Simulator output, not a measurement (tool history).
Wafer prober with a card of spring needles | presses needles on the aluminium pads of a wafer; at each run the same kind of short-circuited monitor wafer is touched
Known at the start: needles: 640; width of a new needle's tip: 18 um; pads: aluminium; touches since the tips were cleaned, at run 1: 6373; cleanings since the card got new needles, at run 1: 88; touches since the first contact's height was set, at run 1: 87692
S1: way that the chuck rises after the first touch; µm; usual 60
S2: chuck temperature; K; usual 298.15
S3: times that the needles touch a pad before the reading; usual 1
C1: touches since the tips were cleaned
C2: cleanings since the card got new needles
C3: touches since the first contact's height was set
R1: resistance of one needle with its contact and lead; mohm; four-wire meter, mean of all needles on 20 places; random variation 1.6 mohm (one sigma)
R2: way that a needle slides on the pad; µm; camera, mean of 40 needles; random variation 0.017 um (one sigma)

| run | hour | S1 | S2 | S3 | C1 | C2 | C3 | R1 | R2 |
|---|---|---|---|---|---|---|---|---|---|
| 1 | 0 | 60 | 298.15 | 1 | 6373 | 88 | 87692 | 270 | 11.99 |
|  | 2.9 | tips cleaned on abrasive film |
|  | 16.3 | height of the first contact set anew |
|  | 18.6 | tips cleaned on abrasive film |
| 2 | 32.5 | 60 | 298.15 | 1 | 6534 | 90 | 7578 | 278 | 11.89 |
|  | 34.6 | tips cleaned on abrasive film |
|  | 52.4 | tips cleaned on abrasive film |
|  | 70.5 | tips cleaned on abrasive film |
| 3 | 70.5 | 60 | 298.15 | 1 | 0 | 93 | 25341 | 162 | 11.87 |
|  | 87.3 | tips cleaned on abrasive film |
|  | 103.8 | tips cleaned on abrasive film |
| 4 | 103.8 | 60 | 298.15 | 1 | 0 | 95 | 40942 | 158 | 11.8 |
|  | 119.8 | tips cleaned on abrasive film |
| 5 | 127.7 | 60 | 298.15 | 1 | 3744 | 96 | 52142 | 259 | 11.81 |
|  | 135.3 | tips cleaned on abrasive film |
|  | 153.5 | tips cleaned on abrasive film |
| 6 | 159.2 | 60 | 298.15 | 2 | 2647 | 98 | 66852 | 203 | 11.75 |
|  | 171.2 | tips cleaned on abrasive film |
|  | 186.5 | tips cleaned on abrasive film |
| 7 | 200.3 | 60 | 298.15 | 2 | 6501 | 100 | 86159 | 230 | 11.72 |
|  | 203.4 | tips cleaned on abrasive film |
|  | 218.3 | height of the first contact set anew |
|  | 220.7 | tips cleaned on abrasive film |
|  | 230.4 | height of the first contact set anew, once more |
| 8 | 234.4 | 60 | 298.15 | 2 | 6314 | 102 | 1846 | 226 | 12.13 |
|  | 238.2 | tips cleaned on abrasive film |
|  | 253.6 | tips cleaned on abrasive film |
|  | 269.7 | tips cleaned on abrasive film |
| 9 | 269.7 | 60 | 298.15 | 1 | 0 | 105 | 18356 | 165 | 12.16 |
|  | 286.5 | tips cleaned on abrasive film |
| 10 | 290.5 | 60 | 298.15 | 1 | 1885 | 106 | 28098 | 215 | 12.1 |
|  | 302.3 | tips cleaned on abrasive film |
| 11 | 310.9 | 55 | 353.15 | 2 | 4016 | 107 | 37636 | 231 | 11.05 |
|  | 317.7 | tips cleaned on abrasive film |
|  | 333.7 | tips cleaned on abrasive film |
| 12 | 333.7 | 50 | 380.15 | 3 | 0 | 109 | 48283 | 173 | 10 |
|  | 352 | tips cleaned on abrasive film |
| 13 | 358.7 | 70 | 304.15 | 2 | 3184 | 110 | 60051 | 198 | 14.04 |
|  | 369.1 | tips cleaned on abrasive film |
|  | 384.5 | tips cleaned on abrasive film |
|  | 400.5 | tips cleaned on abrasive film |
| 14 | 400.5 | 47 | 353.15 | 2 | 0 | 113 | 79585 | 170 | 9.31 |
|  | 416.6 | tips cleaned on abrasive film |
| 15 | 424.7 | 41 | 370.15 | 1 | 3838 | 114 | 90938 | 371 | 8.07 |
|  | 434.6 | tips cleaned on abrasive film |
|  | 434.9 | height of the first contact set anew |
|  | 451.6 | tips cleaned on abrasive film |
|  | 469.2 | tips cleaned on abrasive film |
| 16 | 473 | 46 | 347.15 | 1 | 1797 | 117 | 17840 | 273 | 9.31 |
|  | 487.7 | tips cleaned on abrasive film |
|  | 503.7 | tips cleaned on abrasive film |
| 17 | 510.7 | 45 | 347.15 | 1 | 3316 | 119 | 35515 | 313 | 9.08 |
|  | 519.8 | tips cleaned on abrasive film |
| 18 | 531.7 | 65 | 298.15 | 2 | 5613 | 120 | 45337 | 219 | 13.09 |
|  | 538.5 | tips cleaned on abrasive film |
|  | 555.6 | tips cleaned on abrasive film |
| 19 | 563.1 | 52 | 380.15 | 2 | 3565 | 122 | 60058 | 240 | 10.42 |

How the hidden state differs across the entries between the runs, from the last listed run before each to the first after it:
Between runs 1 and 2: tips cleaned on abrasive film (hour 2.9); height of the first contact set anew (hour 16.3); tips cleaned on abrasive film (hour 18.6)
  debris on the tips, nm: 114.6 -> 118.5; way that the needles fall short of the set height, um: 0.94 -> 1.33; tips' diameter, um: 21.08 -> 21.17
  measured less the result without the state, R1: +121 -> +129 mohm; R2: -0.19 -> -0.27 µm
Between runs 2 and 3: tips cleaned on abrasive film (hour 34.6); tips cleaned on abrasive film (hour 52.4); tips cleaned on abrasive film (hour 70.5)
  debris on the tips, nm: 118.5 -> 11.1; way that the needles fall short of the set height, um: 1.33 -> 1.61; tips' diameter, um: 21.17 -> 21.27
  measured less the result without the state, R1: +129 -> +14 mohm; R2: -0.27 -> -0.33 µm
Between runs 3 and 4: tips cleaned on abrasive film (hour 87.3); tips cleaned on abrasive film (hour 103.8)
  debris on the tips, nm: 11.1 -> 5.9; way that the needles fall short of the set height, um: 1.61 -> 1.83; tips' diameter, um: 21.27 -> 21.34
  measured less the result without the state, R1: +14 -> +8 mohm; R2: -0.33 -> -0.38 µm
Between runs 4 and 5: tips cleaned on abrasive film (hour 119.8)
  debris on the tips, nm: 5.9 -> 96.7; way that the needles fall short of the set height, um: 1.83 -> 1.92; tips' diameter, um: 21.34 -> 21.38
  measured less the result without the state, R1: +8 -> +110 mohm; R2: -0.38 -> -0.39 µm
Between runs 5 and 6: tips cleaned on abrasive film (hour 135.3); tips cleaned on abrasive film (hour 153.5)
  debris on the tips, nm: 96.7 -> 75.4; way that the needles fall short of the set height, um: 1.92 -> 2.12; tips' diameter, um: 21.38 -> 21.44
  measured less the result without the state, R1: +110 -> +53 mohm; R2: -0.39 -> -0.43 µm
Between runs 6 and 7: tips cleaned on abrasive film (hour 171.2); tips cleaned on abrasive film (hour 186.5)
  debris on the tips, nm: 75.4 -> 116.9; way that the needles fall short of the set height, um: 2.12 -> 2.3; tips' diameter, um: 21.44 -> 21.51
  measured less the result without the state, R1: +53 -> +81 mohm; R2: -0.43 -> -0.47 µm
Between runs 7 and 8: tips cleaned on abrasive film (hour 203.4); height of the first contact set anew (hour 218.3); tips cleaned on abrasive film (hour 220.7); height of the first contact set anew, once more (hour 230.4)
  debris on the tips, nm: 116.9 -> 114.8; way that the needles fall short of the set height, um: 2.3 -> 0; tips' diameter, um: 21.51 -> 21.58
  measured less the result without the state, R1: +81 -> +75 mohm; R2: -0.47 -> +0 µm
Between runs 8 and 9: tips cleaned on abrasive film (hour 238.2); tips cleaned on abrasive film (hour 253.6); tips cleaned on abrasive film (hour 269.7)
  debris on the tips, nm: 114.8 -> 13; way that the needles fall short of the set height, um: 0 -> 0.27; tips' diameter, um: 21.58 -> 21.68
  measured less the result without the state, R1: +75 -> +16 mohm; R2: +0 -> -0.05 µm
Between runs 9 and 10: tips cleaned on abrasive film (hour 286.5)
  debris on the tips, nm: 13 -> 58.3; way that the needles fall short of the set height, um: 0.27 -> 0.38; tips' diameter, um: 21.68 -> 21.71
  measured less the result without the state, R1: +16 -> +65 mohm; R2: -0.05 -> -0.07 µm
Between runs 10 and 11: tips cleaned on abrasive film (hour 302.3)
  debris on the tips, nm: 58.3 -> 98.1; way that the needles fall short of the set height, um: 0.38 -> 0.48; tips' diameter, um: 21.71 -> 21.75
  measured less the result without the state, R1: +65 -> +71 mohm; R2: -0.07 -> -0.09 µm
Between runs 11 and 12: tips cleaned on abrasive film (hour 317.7); tips cleaned on abrasive film (hour 333.7)
  debris on the tips, nm: 98.1 -> 9.3; way that the needles fall short of the set height, um: 0.48 -> 0.72; tips' diameter, um: 21.75 -> 21.83
  measured less the result without the state, R1: +71 -> +8 mohm; R2: -0.09 -> -0.15 µm
Between runs 12 and 13: tips cleaned on abrasive film (hour 352)
  debris on the tips, nm: 9.3 -> 85.7; way that the needles fall short of the set height, um: 0.72 -> 0.82; tips' diameter, um: 21.83 -> 21.87
  measured less the result without the state, R1: +8 -> +45 mohm; R2: -0.15 -> -0.17 µm
Between runs 13 and 14: tips cleaned on abrasive film (hour 369.1); tips cleaned on abrasive film (hour 384.5); tips cleaned on abrasive film (hour 400.5)
  debris on the tips, nm: 85.7 -> 6.9; way that the needles fall short of the set height, um: 0.82 -> 1.13; tips' diameter, um: 21.87 -> 21.98
  measured less the result without the state, R1: +45 -> +10 mohm; R2: -0.17 -> -0.23 µm
Between runs 14 and 15: tips cleaned on abrasive film (hour 416.6)
  debris on the tips, nm: 6.9 -> 96.9; way that the needles fall short of the set height, um: 1.13 -> 1.26; tips' diameter, um: 21.98 -> 22.02
  measured less the result without the state, R1: +10 -> +203 mohm; R2: -0.23 -> -0.26 µm
Between runs 15 and 16: tips cleaned on abrasive film (hour 434.6); height of the first contact set anew (hour 434.9); tips cleaned on abrasive film (hour 451.6); tips cleaned on abrasive film (hour 469.2)
  debris on the tips, nm: 96.9 -> 64.2; way that the needles fall short of the set height, um: 1.26 -> 0.16; tips' diameter, um: 22.02 -> 22.12
  measured less the result without the state, R1: +203 -> +110 mohm; R2: -0.26 -> -0.03 µm
Between runs 16 and 17: tips cleaned on abrasive film (hour 487.7); tips cleaned on abrasive film (hour 503.7)
  debris on the tips, nm: 64.2 -> 86; way that the needles fall short of the set height, um: 0.16 -> 0.35; tips' diameter, um: 22.12 -> 22.18
  measured less the result without the state, R1: +110 -> +152 mohm; R2: -0.03 -> -0.07 µm
Between runs 17 and 18: tips cleaned on abrasive film (hour 519.8)
  debris on the tips, nm: 86 -> 110.7; way that the needles fall short of the set height, um: 0.35 -> 0.48; tips' diameter, um: 22.18 -> 22.23
  measured less the result without the state, R1: +152 -> +67 mohm; R2: -0.07 -> -0.09 µm
Between runs 18 and 19: tips cleaned on abrasive film (hour 538.5); tips cleaned on abrasive film (hour 555.6)
  debris on the tips, nm: 110.7 -> 91.9; way that the needles fall short of the set height, um: 0.48 -> 0.7; tips' diameter, um: 22.23 -> 22.3
  measured less the result without the state, R1: +67 -> +74 mohm; R2: -0.09 -> -0.14 µm

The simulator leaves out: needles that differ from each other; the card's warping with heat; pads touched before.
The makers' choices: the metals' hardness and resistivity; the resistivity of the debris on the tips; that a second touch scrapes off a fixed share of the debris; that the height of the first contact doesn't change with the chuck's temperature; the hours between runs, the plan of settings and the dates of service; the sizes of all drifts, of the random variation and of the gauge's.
